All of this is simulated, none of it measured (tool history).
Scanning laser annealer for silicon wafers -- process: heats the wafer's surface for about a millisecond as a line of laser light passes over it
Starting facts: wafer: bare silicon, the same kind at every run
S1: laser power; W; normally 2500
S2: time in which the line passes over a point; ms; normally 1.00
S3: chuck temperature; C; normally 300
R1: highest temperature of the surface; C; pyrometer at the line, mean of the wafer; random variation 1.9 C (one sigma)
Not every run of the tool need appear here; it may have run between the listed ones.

{"run": 1, "day": 0.0, "S1": 2500, "S2": 1.0, "S3": 300, "R1": 1081}
{"run": 2, "day": 1.017, "S1": 2500, "S2": 1.0, "S3": 300, "R1": 1079}
{"run": 3, "day": 2.096, "S1": 2425, "S2": 1.0, "S3": 300, "R1": 1087}
{"run": 4, "day": 3.758, "S1": 2500, "S2": 1.0, "S3": 306, "R1": 1113}
{"run": 5, "day": 4.662, "S1": 2500, "S2": 0.95, "S3": 300, "R1": 1090}
{"run": 6, "day": 6.283, "S1": 2500, "S2": 1.0, "S3": 300, "R1": 1106}
{"run": 7, "day": 7.871, "S1": 2590, "S2": 1.0, "S3": 300, "R1": 1132}
{"run": 8, "day": 9.038, "S1": 2590, "S2": 1.0, "S3": 300, "R1": 1131}
{"run": 9, "day": 10.521, "S1": 2590, "S2": 1.0, "S3": 300, "R1": 1126}
{"run": 10, "day": 12.192, "S1": 2590, "S2": 1.0, "S3": 300, "R1": 1118}
{"run": 11, "day": 13.546, "S1": 2590, "S2": 1.0, "S3": 300, "R1": 1123}
{"run": 12, "day": 15.158, "S1": 2590, "S2": 1.0, "S3": 300, "R1": 1116}
{"run": 13, "day": 16.283, "S1": 2590, "S2": 1.0, "S3": 300, "R1": 1115}
{"run": 14, "day": 17.217, "S1": 2590, "S2": 1.0, "S3": 280, "R1": 1092}
{"run": 15, "day": 18.888, "S1": 2590, "S2": 1.0, "S3": 280, "R1": 1091}
{"run": 16, "day": 20.612, "S1": 2590, "S2": 1.0, "S3": 280, "R1": 1085}
{"run": 17, "day": 21.633, "S1": 2500, "S2": 0.84, "S3": 300, "R1": 1019}
{"run": 18, "day": 23.379, "S1": 2500, "S2": 0.84, "S3": 300, "R1": 1029}
{"run": 19, "day": 24.779, "S1": 2500, "S2": 0.84, "S3": 300, "R1": 1027}
{"run": 20, "day": 26.554, "S1": 2500, "S2": 0.84, "S3": 300, "R1": 1057}
{"run": 21, "day": 28.15, "S1": 2166, "S2": 0.71, "S3": 262, "R1": 878}
{"run": 22, "day": 30.017, "S1": 2138, "S2": 0.98, "S3": 322, "R1": 1014}
{"run": 23, "day": 31.317, "S1": 2247, "S2": 0.98, "S3": 322, "R1": 1050}
{"run": 24, "day": 32.583, "S1": 2205, "S2": 0.97, "S3": 322, "R1": 1030}
{"run": 25, "day": 33.821, "S1": 2210, "S2": 1.2, "S3": 304, "R1": 1079}
{"run": 26, "day": 35.267, "S1": 2232, "S2": 1.0, "S3": 265, "R1": 981}
{"run": 27, "day": 36.083, "S1": 2230, "S2": 0.74, "S3": 330, "R1": 960}
{"run": 28, "day": 37.346, "S1": 2500, "S2": 0.78, "S3": 276, "R1": 995}
{"run": 29, "day": 39.167, "S1": 2303, "S2": 0.76, "S3": 279, "R1": 928}
{"run": 30, "day": 40.917, "S1": 2635, "S2": 0.73, "S3": 313, "R1": 1040}
{"run": 31, "day": 42.088, "S1": 2481, "S2": 0.85, "S3": 300, "R1": 1033}
{"run": 32, "day": 43.004, "S1": 2500, "S2": 0.93, "S3": 284, "R1": 1052}
{"run": 33, "day": 44.829, "S1": 2500, "S2": 0.93, "S3": 284, "R1": 1045}
{"run": 34, "day": 46.592, "S1": 2290, "S2": 0.93, "S3": 313, "R1": 1006}
{"run": 35, "day": 48.179, "S1": 2296, "S2": 1.0, "S3": 290, "R1": 1011}
{"run": 36, "day": 49.471, "S1": 2167, "S2": 0.88, "S3": 332, "R1": 973}
{"run": 37, "day": 51.312, "S1": 2140, "S2": 1.19, "S3": 332, "R1": 1080}
{"run": 38, "day": 52.096, "S1": 2357, "S2": 1.22, "S3": 321, "R1": 1152}
{"run": 39, "day": 53.65, "S1": 2357, "S2": 1.22, "S3": 321, "R1": 1151}
{"run": 40, "day": 55.25, "S1": 2311, "S2": 0.78, "S3": 321, "R1": 990}

Not shown: 4 entries that the log had between the listed runs. Between which runs, and how does the tool's hidden state differ before and after?
Logged between run 2 and run 3: window over the wafer cleaned (day 1.233)
  light that passes the window, % of a clean one's: 95.17 -> 99.64; width of the line over the set one, %: 1.61 -> 1.67
  difference, measured minus the result without the unlogged condition, R1: -47 -> -12 C
Logged between run 17 and run 18: optics aligned, line set to its width (day 23.267)
  light that passes the window, % of a clean one's: 95.64 -> 95.36; laser's true power over the reading, %: -0.38 -> -0.39; width of the line over the set one, %: 2.77 -> 0.43
  difference, measured minus the result without the unlogged condition, R1: -46 -> -39 C
Logged between run 19 and run 20: window over the wafer cleaned (day 25.846)
  light that passes the window, % of a clean one's: 95.06 -> 99.7; laser's true power over the reading, %: -0.4 -> -0.41; width of the line over the set one, %: 0.51 -> 0.6
  difference, measured minus the result without the unlogged condition, R1: -41 -> -8 C
Logged between run 36 and run 37: window over the wafer cleaned (day 50.200)
  light that passes the window, % of a clean one's: 95.04 -> 99.61; laser's true power over the reading, %: -0.55 -> -0.56; width of the line over the set one, %: 1.9 -> 2
  difference, measured minus the result without the unlogged condition, R1: -42 -> -15 C
